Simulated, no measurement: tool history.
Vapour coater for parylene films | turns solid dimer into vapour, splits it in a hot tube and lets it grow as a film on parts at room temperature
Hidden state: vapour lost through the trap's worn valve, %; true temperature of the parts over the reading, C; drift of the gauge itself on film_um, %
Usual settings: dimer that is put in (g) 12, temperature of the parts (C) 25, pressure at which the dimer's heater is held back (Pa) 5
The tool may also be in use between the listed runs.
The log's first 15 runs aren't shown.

run	hour	dimer that is put in (g)	temperature of the parts (C)	pressure at which the dimer's heater is held back (Pa)	hours of work since the trap's valve was overhauled	hours of work since the table's thermometer was calibrated	thickness of the film (nm)
16	320.3	5	25	5	494	326	4000
# hour 337.4: trap's valve overhauled
17	351.9	5	25	5	12	349	3920
18	376.3	5	25	5	32	369	3970
19	391.8	5	25	5	45	382	3940
20	412.3	12	25	5	62	398	9580
21	437.3	18	25	9.28	82	419	12590
22	458.6	18	30	2.32	100	437	14740
23	488.7	18	30	2.32	124	461	15020
24	501.3	6	31	10.46	135	472	3670
25	517	6	31	10.46	148	485	3720
26	545.7	13	17	3.73	171	508	12700
27	561.7	21	32	3.36	185	521	15520
28	588.6	12	36	3.01	207	544	8380
29	616	5	25	12	229	566	3410
30	641.1	5	25	12	250	587	3390
31	668.1	5	25	12	272	609	3390
32	688.2	5	18	12	289	625	3860
33	702.8	10	29	11.01	301	638	6350
34	721.8	10	24	11.01	316	653	6970
35	734.8	10	24	11.01	327	664	6950
36	754.9	6	18	8.52	344	680	4970
37	779.4	6	18	3.58	364	701	5710
38	798	8	25	6.7	379	716	6110
39	820.3	13	27	5	397	734	9810

Forecast each of these 3 alternatives for the next run:
A	841.4	13	29	3.41	415	752	?
B	841.4	9	30	5	415	752	?
C	841.4	19	27	5	415	752	?

run	thickness of the film (nm)
A	10210
B	6520
C	14380
Without the tool's hidden state the same runs would have given:
run	thickness of the film (nm)
A	10250
B	6550
C	14450
